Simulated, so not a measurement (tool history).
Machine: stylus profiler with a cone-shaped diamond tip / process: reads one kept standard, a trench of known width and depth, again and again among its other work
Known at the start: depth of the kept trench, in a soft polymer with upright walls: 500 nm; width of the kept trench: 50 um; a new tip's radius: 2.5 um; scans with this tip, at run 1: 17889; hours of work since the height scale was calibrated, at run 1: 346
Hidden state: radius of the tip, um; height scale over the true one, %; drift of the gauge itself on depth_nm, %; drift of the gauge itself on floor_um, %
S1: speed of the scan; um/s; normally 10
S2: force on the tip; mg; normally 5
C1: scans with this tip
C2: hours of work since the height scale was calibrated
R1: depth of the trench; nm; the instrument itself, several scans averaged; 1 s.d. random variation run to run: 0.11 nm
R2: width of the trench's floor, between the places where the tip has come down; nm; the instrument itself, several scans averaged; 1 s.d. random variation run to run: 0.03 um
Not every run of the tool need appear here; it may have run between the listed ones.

run,hour,S1,S2,C1,C2,R1,R2
1,0,10,5,17889,346,508.5,46930
2,68.7,20,5,18270,398,508.5,46920
3,146.7,20,5,18702,455,508.83,46950
4,236.4,10,5,19199,522,508.73,46960
5,304.5,10,1.72,19577,573,504.32,46950
6,384.5,26,3.33,20020,632,506.51,46890

For run 7, what comes out?
7,430,3,5,20272,666,?,?

Run 7 came out at R1 508.75 nm, R2 47020 nm.
The same run, on a tool lacking any hidden state, would have yielded R1 508.76 nm, R2 47040 nm.
